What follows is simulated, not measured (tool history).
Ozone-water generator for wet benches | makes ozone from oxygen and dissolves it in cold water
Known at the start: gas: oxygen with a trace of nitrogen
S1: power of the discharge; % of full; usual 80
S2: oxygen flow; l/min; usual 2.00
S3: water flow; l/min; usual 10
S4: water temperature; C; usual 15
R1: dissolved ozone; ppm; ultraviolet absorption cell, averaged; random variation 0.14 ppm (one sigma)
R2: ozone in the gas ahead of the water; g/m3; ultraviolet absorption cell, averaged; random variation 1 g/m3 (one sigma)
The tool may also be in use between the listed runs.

| run | hour | S1 | S2 | S3 | S4 | R1 | R2 |
|---|---|---|---|---|---|---|---|
| 1 | 0.0 | 80 | 2.00 | 10 | 15 | 15.1 | 175.2 |
| 2 | 39.9 | 80 | 2.00 | 10 | 15 | 15.0 | 172.2 |
| 3 | 63.4 | 80 | 2.00 | 10 | 15 | 15.0 | 173.2 |
| 4 | 103.7 | 80 | 2.00 | 10 | 15 | 14.7 | 172.3 |
| 5 | 133.3 | 54 | 2.00 | 10 | 15 | 11.9 | 135.6 |
| 6 | 164.0 | 80 | 2.00 | 10 | 11 | 15.7 | 173.6 |
| 7 | 216.4 | 80 | 2.00 | 10 | 15 | 14.7 | 173.8 |
| 8 | 261.1 | 86 | 2.00 | 10 | 15 | 15.6 | 180.1 |
| 9 | 298.7 | 86 | 2.00 | 10 | 15 | 15.9 | 182.1 |
| 10 | 343.3 | 86 | 2.00 | 10 | 15 | 15.5 | 179.5 |
| 11 | 381.7 | 80 | 2.00 | 10 | 14 | 15.0 | 173.1 |
| 12 | 434.1 | 80 | 2.00 | 10 | 14 | 14.8 | 171.9 |
| 13 | 481.7 | 80 | 2.00 | 10 | 14 | 14.5 | 172.4 |
| 14 | 504.6 | 80 | 2.00 | 10 | 14 | 14.9 | 170.7 |
| 15 | 553.1 | 80 | 2.00 | 10 | 14 | 14.7 | 170.1 |
| 16 | 579.1 | 80 | 2.00 | 10 | 14 | 14.8 | 171.7 |
| 17 | 605.7 | 80 | 3.18 | 8 | 15 | 18.8 | 145.2 |
| 18 | 649.3 | 80 | 2.00 | 15 | 7 | 10.8 | 170.5 |
| 19 | 696.3 | 61 | 1.20 | 9 | 13 | 11.6 | 170.9 |
| 20 | 748.2 | 61 | 1.20 | 9 | 13 | 11.4 | 168.7 |
| 21 | 802.5 | 96 | 3.43 | 14 | 15 | 14.4 | 158.5 |
| 22 | 837.1 | 96 | 3.43 | 14 | 15 | 14.2 | 158.3 |
| 23 | 889.2 | 96 | 3.43 | 14 | 15 | 14.2 | 157.2 |
| 24 | 916.8 | 96 | 3.43 | 14 | 15 | 14.5 | 158.9 |
| 25 | 942.0 | 69 | 2.01 | 14 | 19 | 9.5 | 153.5 |
| 26 | 968.4 | 80 | 2.00 | 8 | 15 | 17.2 | 167.9 |
| 27 | 1022.4 | 64 | 2.75 | 11 | 15 | 12.5 | 130.2 |
| 28 | 1050.9 | 43 | 2.00 | 10 | 15 | 9.9 | 114.8 |
| 29 | 1092.0 | 43 | 2.00 | 10 | 15 | 9.8 | 113.4 |
| 30 | 1124.9 | 80 | 2.00 | 6 | 15 | 20.9 | 168.8 |
| 31 | 1169.4 | 80 | 1.22 | 10 | 10 | 12.3 | 195.7 |
| 32 | 1199.8 | 61 | 2.65 | 8 | 8 | 17.1 | 128.2 |

Measured less the same run without the tool's hidden state. The same run-to-run variation is in both; the gauge's scatter may not be:
The hidden state here: yield of the discharge, % of new electrodes'; contactor's efficiency, % of a clean one's; true water temperature over the reading, C; drift of the gauge itself on ozone_ppm, %; drift of the gauge itself on gas_g_m3, %.
| run | R1 | R2 |
|---|---|---|
| 1 | -0.8 | -4.7 |
| 2 | -0.8 | -4.9 |
| 3 | -0.8 | -5.0 |
| 4 | -0.8 | -5.3 |
| 5 | -0.5 | -3.2 |
| 6 | -1.0 | -5.7 |
| 7 | -0.9 | -6.0 |
| 8 | -1.0 | -6.7 |
| 9 | -1.0 | -7.0 |
| 10 | -1.0 | -7.3 |
| 11 | -1.0 | -6.9 |
| 12 | -1.0 | -7.2 |
| 13 | -1.0 | -7.5 |
| 14 | -1.1 | -7.6 |
| 15 | -1.2 | -7.8 |
| 16 | -1.2 | -8.1 |
| 17 | -1.5 | -7.0 |
| 18 | -0.9 | -8.4 |
| 19 | -0.9 | -7.4 |
| 20 | -0.8 | -7.5 |
| 21 | -1.4 | -9.6 |
| 22 | -1.4 | -9.9 |
| 23 | -1.4 | -10.1 |
| 24 | -1.4 | -10.4 |
| 25 | -0.8 | -8.4 |
| 26 | -1.6 | -10.4 |
| 27 | -1.1 | -7.2 |
| 28 | -0.7 | -4.6 |
| 29 | -0.8 | -4.7 |
| 30 | -2.0 | -11.2 |
| 31 | -1.3 | -13.4 |
| 32 | -1.6 | -7.6 |
